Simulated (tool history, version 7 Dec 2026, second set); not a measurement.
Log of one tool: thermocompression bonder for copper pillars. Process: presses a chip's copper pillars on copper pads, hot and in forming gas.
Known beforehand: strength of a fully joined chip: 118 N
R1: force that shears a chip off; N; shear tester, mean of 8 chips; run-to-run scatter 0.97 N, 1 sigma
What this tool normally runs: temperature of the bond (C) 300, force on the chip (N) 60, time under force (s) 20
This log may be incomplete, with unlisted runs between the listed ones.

{"run": 1, "hour": 0.0, "temperature of the bond (C)": 300, "force on the chip (N)": 60, "time under force (s)": 20, "R1": 83}
{"run": 2, "hour": 68.6, "temperature of the bond (C)": 300, "force on the chip (N)": 60, "time under force (s)": 20, "R1": 80.8}
{"run": 3, "hour": 108.4, "temperature of the bond (C)": 300, "force on the chip (N)": 60, "time under force (s)": 20, "R1": 77}
{"hour": 133.8, "done": "forming gas filter changed"}
{"run": 4, "hour": 160.3, "temperature of the bond (C)": 300, "force on the chip (N)": 60, "time under force (s)": 20, "R1": 82.3}
{"run": 5, "hour": 234.2, "temperature of the bond (C)": 300, "force on the chip (N)": 60, "time under force (s)": 20, "R1": 78.2}
{"hour": 275.0, "done": "forming gas filter changed"}
{"run": 6, "hour": 320.0, "temperature of the bond (C)": 300, "force on the chip (N)": 60, "time under force (s)": 54, "R1": 100.5}
{"run": 7, "hour": 403.2, "temperature of the bond (C)": 300, "force on the chip (N)": 60, "time under force (s)": 54, "R1": 94.6}
{"hour": 413.8, "done": "forming gas filter changed"}
{"run": 8, "hour": 492.6, "temperature of the bond (C)": 300, "force on the chip (N)": 60, "time under force (s)": 54, "R1": 97}
{"hour": 536.6, "done": "heater calibrated with a thermocouple chip"}
{"hour": 553.7, "done": "forming gas filter changed"}
{"run": 9, "hour": 575.0, "temperature of the bond (C)": 300, "force on the chip (N)": 60, "time under force (s)": 54, "R1": 99.4}
{"run": 10, "hour": 631.6, "temperature of the bond (C)": 300, "force on the chip (N)": 60, "time under force (s)": 54, "R1": 95}
{"hour": 690.8, "done": "forming gas filter changed"}
{"run": 11, "hour": 715.3, "temperature of the bond (C)": 300, "force on the chip (N)": 60, "time under force (s)": 54, "R1": 99.9}
{"run": 12, "hour": 774.8, "temperature of the bond (C)": 300, "force on the chip (N)": 60, "time under force (s)": 54, "R1": 95.3}
{"run": 13, "hour": 817.4, "temperature of the bond (C)": 302, "force on the chip (N)": 60, "time under force (s)": 54, "R1": 94.7}
{"hour": 826.7, "done": "forming gas filter changed"}
{"run": 14, "hour": 908.1, "temperature of the bond (C)": 325, "force on the chip (N)": 60, "time under force (s)": 20, "R1": 93.3}
{"run": 15, "hour": 955.8, "temperature of the bond (C)": 325, "force on the chip (N)": 47, "time under force (s)": 20, "R1": 83.8}
{"hour": 964.2, "done": "forming gas filter changed"}
{"run": 16, "hour": 1002.4, "temperature of the bond (C)": 300, "force on the chip (N)": 60, "time under force (s)": 33, "R1": 89.2}
{"run": 17, "hour": 1083.8, "temperature of the bond (C)": 300, "force on the chip (N)": 60, "time under force (s)": 18, "R1": 74.1}
{"hour": 1103.2, "done": "forming gas filter changed"}
{"run": 18, "hour": 1134.7, "temperature of the bond (C)": 300, "force on the chip (N)": 60, "time under force (s)": 18, "R1": 78.3}
{"run": 19, "hour": 1178.6, "temperature of the bond (C)": 300, "force on the chip (N)": 60, "time under force (s)": 46, "R1": 93.3}
{"hour": 1242.3, "done": "forming gas filter changed"}
{"run": 20, "hour": 1255.9, "temperature of the bond (C)": 314, "force on the chip (N)": 62, "time under force (s)": 15, "R1": 87.7}
{"run": 21, "hour": 1333.9, "temperature of the bond (C)": 314, "force on the chip (N)": 62, "time under force (s)": 15, "R1": 84.6}
{"hour": 1361.9, "done": "force cell calibrated"}
{"hour": 1379.5, "done": "forming gas filter changed"}
{"run": 22, "hour": 1421.4, "temperature of the bond (C)": 272, "force on the chip (N)": 71, "time under force (s)": 15, "R1": 62.1}
{"hour": 1448.1, "done": "heater calibrated with a thermocouple chip"}
{"run": 23, "hour": 1509.6, "temperature of the bond (C)": 300, "force on the chip (N)": 40, "time under force (s)": 23, "R1": 62.3}
{"hour": 1524.1, "done": "forming gas filter changed"}
{"run": 24, "hour": 1549.7, "temperature of the bond (C)": 300, "force on the chip (N)": 40, "time under force (s)": 23, "R1": 65.4}
{"run": 25, "hour": 1632.9, "temperature of the bond (C)": 300, "force on the chip (N)": 47, "time under force (s)": 47, "R1": 83.7}
{"hour": 1660.2, "done": "forming gas filter changed"}
{"run": 26, "hour": 1701.1, "temperature of the bond (C)": 310, "force on the chip (N)": 70, "time under force (s)": 11, "R1": 84.1}
{"run": 27, "hour": 1782.0, "temperature of the bond (C)": 273, "force on the chip (N)": 66, "time under force (s)": 11, "R1": 47.1}
{"hour": 1795.9, "done": "forming gas filter changed"}
{"run": 28, "hour": 1849.4, "temperature of the bond (C)": 277, "force on the chip (N)": 60, "time under force (s)": 47, "R1": 78.1}
{"run": 29, "hour": 1919.7, "temperature of the bond (C)": 300, "force on the chip (N)": 60, "time under force (s)": 48, "R1": 91.7}
{"hour": 1934.0, "done": "forming gas filter changed"}
{"run": 30, "hour": 1965.2, "temperature of the bond (C)": 300, "force on the chip (N)": 60, "time under force (s)": 48, "R1": 96.9}
{"run": 31, "hour": 2053.7, "temperature of the bond (C)": 300, "force on the chip (N)": 60, "time under force (s)": 48, "R1": 92.5}
{"hour": 2069.8, "done": "forming gas filter changed"}
{"run": 32, "hour": 2128.8, "temperature of the bond (C)": 322, "force on the chip (N)": 60, "time under force (s)": 20, "R1": 95.6}
{"hour": 2205.9, "done": "forming gas filter changed"}
{"run": 33, "hour": 2209.3, "temperature of the bond (C)": 316, "force on the chip (N)": 38, "time under force (s)": 11, "R1": 62.4}
{"run": 34, "hour": 2294.7, "temperature of the bond (C)": 316, "force on the chip (N)": 38, "time under force (s)": 11, "R1": 59.8}
{"hour": 2342.3, "done": "forming gas filter changed"}
{"hour": 2363.1, "done": "heater calibrated with a thermocouple chip"}
{"run": 35, "hour": 2382.9, "temperature of the bond (C)": 321, "force on the chip (N)": 39, "time under force (s)": 14, "R1": 68.3}

Forecast each of these 5 alternatives for the next run:
{"run": "A", "hour": 2427.6, "temperature of the bond (C)": 321, "force on the chip (N)": 39, "time under force (s)": 14, "R1": "?"}
{"run": "B", "hour": 2427.6, "temperature of the bond (C)": 308, "force on the chip (N)": 38, "time under force (s)": 57, "R1": "?"}
{"run": "C", "hour": 2427.6, "temperature of the bond (C)": 297, "force on the chip (N)": 37, "time under force (s)": 12, "R1": "?"}
{"run": "D", "hour": 2427.6, "temperature of the bond (C)": 310, "force on the chip (N)": 39, "time under force (s)": 14, "R1": "?"}
{"run": "E", "hour": 2427.6, "temperature of the bond (C)": 321, "force on the chip (N)": 71, "time under force (s)": 15, "R1": "?"}

run=A R1=66
run=B R1=83.6
run=C R1=44.6
run=D R1=57.6
run=E R1=92.8
What these runs would have given with no unlogged condition in the tool:
run=A R1=71.5
run=B R1=90
run=C R1=48.7
run=D R1=62.6
run=E R1=99.5

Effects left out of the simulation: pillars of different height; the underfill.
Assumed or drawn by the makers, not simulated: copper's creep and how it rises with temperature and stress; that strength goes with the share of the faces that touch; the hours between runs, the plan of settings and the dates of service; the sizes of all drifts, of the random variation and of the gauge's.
